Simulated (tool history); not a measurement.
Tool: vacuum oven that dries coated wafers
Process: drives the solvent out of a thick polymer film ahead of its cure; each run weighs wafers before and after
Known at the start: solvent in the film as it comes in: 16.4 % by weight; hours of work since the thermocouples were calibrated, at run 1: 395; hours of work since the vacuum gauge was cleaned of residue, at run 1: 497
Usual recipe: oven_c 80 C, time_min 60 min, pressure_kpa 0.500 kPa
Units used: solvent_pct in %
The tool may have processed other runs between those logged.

run   hour  oven_c  time_min  pressure_kpa  hours of work since the thermocouples were calibrated  hours of work since the vacuum gauge was cleaned of residue  solvent_pct
  1    0.0      80        60         0.500                                                    395                                                          497         1.15
  2   14.9      80        60         0.500                                                    404                                                          506         1.14
  3   45.6      80        60         0.500                                                    421                                                          523         1.23
  4   59.8      93        60         0.500                                                    429                                                          531         0.30
  5   75.0      93        60         0.500                                                    438                                                          540         0.31
  6   89.5      80        60         1.692                                                    446                                                          548         1.86
  7  113.2      80        60         1.692                                                    459                                                          562         1.86
  8  128.4      94        54         1.024                                                    468                                                          570         0.55
  9  142.7      94        54         1.024                                                    476                                                          579         0.46
 10  170.6      80        85         0.837                                                    492                                                          594         0.75
 11  192.7      80        60         1.509                                                    505                                                          607         1.74
 12  211.7      93        73         1.660                                                    515                                                          618         0.64

Pick out some run-to-run changes in solvent_pct. Of each, how much would a tool without hidden state show as well, from the settings, what came in and chance, and how much is left for the hidden state and any gauge scatter not in both results compared?
The hidden state here: true wafer temperature over the reading, C; true pressure over the reading, kPa; drift of the gauge itself on solvent_pct, %.
Run 3 -> 4: oven_c 80 -> 93. solvent_pct -0.93 %: hidden state -0.04, all else -0.89.
Run 5 -> 6: oven_c 93 -> 80, pressure_kpa 0.500 -> 1.692. solvent_pct +1.55 %: hidden state +0.03, all else +1.52.
